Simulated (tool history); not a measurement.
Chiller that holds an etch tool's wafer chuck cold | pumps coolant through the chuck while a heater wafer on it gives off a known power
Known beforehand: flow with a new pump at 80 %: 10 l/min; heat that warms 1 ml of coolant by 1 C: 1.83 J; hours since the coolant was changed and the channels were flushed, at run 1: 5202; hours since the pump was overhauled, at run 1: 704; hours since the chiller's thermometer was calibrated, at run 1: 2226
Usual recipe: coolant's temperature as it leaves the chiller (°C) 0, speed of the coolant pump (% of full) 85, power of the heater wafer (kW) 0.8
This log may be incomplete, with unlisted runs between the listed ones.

run   hour  coolant's temperature as it leaves the chiller (°C)  speed of the coolant pump (% of full)  power of the heater wafer (kW)  hours since the coolant was changed and the channels were flushed  hours since the pump was overhauled  hours since the chiller's thermometer was calibrated  chuck's temperature once it has settled (°C)  how much warmer the coolant comes back (C)
  1      0                                                    0                                     85                             0.8                                                               5202                                  704                                                  2226                                           6.3                                        2.52
  2   22.6                                                    0                                     85                             0.8                                                               5224                                  727                                                  2249                                           6.3                                        2.47
  3   45.9                                                    0                                     85                             0.8                                                               5248                                  750                                                  2272                                           6.1                                        2.46
  4   68.5                                                    0                                     85                             0.8                                                               5270                                  773                                                  2295                                           6.2                                        2.46
  5   91.1                                                    0                                     85                             0.8                                                               5293                                  795                                                  2317                                           6.3                                        2.37
  6    110                                                    0                                     85                             0.8                                                               5312                                  814                                                  2336                                           6.5                                        2.36
  7  125.4                                                    0                                     85                           0.932                                                               5327                                  829                                                  2352                                           7.3                                        2.77
  8  147.9                                                    0                                     85                           0.932                                                               5350                                  852                                                  2374                                           7.4                                        2.81
  9  180.4                                                    0                                     85                           0.932                                                               5382                                  884                                                  2407                                           7.3                                        2.74
 10  212.7                                                    0                                     85                           0.932                                                               5414                                  917                                                  2439                                           7.3                                        2.74
 11  246.3                                                    0                                     85                             0.8                                                               5448                                  950                                                  2473                                           6.2                                        2.25
 12  272.9                                                    0                                     94                           0.542                                                               5475                                  977                                                  2499                                           3.9                                        1.29
 13  299.4                                                    0                                     94                           0.542                                                               5501                                 1003                                                  2526                                           3.9                                        1.33
 14  319.1                                                   -9                                     71                           0.869                                                               5521                                 1023                                                  2545                                          -1.4                                        2.98
 15  346.8                                                    5                                     68                           0.667                                                               5549                                 1051                                                  2573                                          10.8                                        2.31
     370.4  -- gauge calibrated
 16    380                                                    0                                     65                           0.743                                                               5582                                 1084                                                  2606                                             7                                        3.03

The next listed run, before its measurement:
 17  400.7                                                    0                                     65                           0.743                                                               5602                                 1105                                                  2627                                             ?                                           ?

For run 17 the tool returned chuck's temperature once it has settled (°C) 6.7, how much warmer the coolant comes back (C) 2.98.
Take away the tool's hidden state, keep the run-to-run variation as it was, and the same run would have given chuck's temperature once it has settled (°C) 6.7, how much warmer the coolant comes back (C) 3.
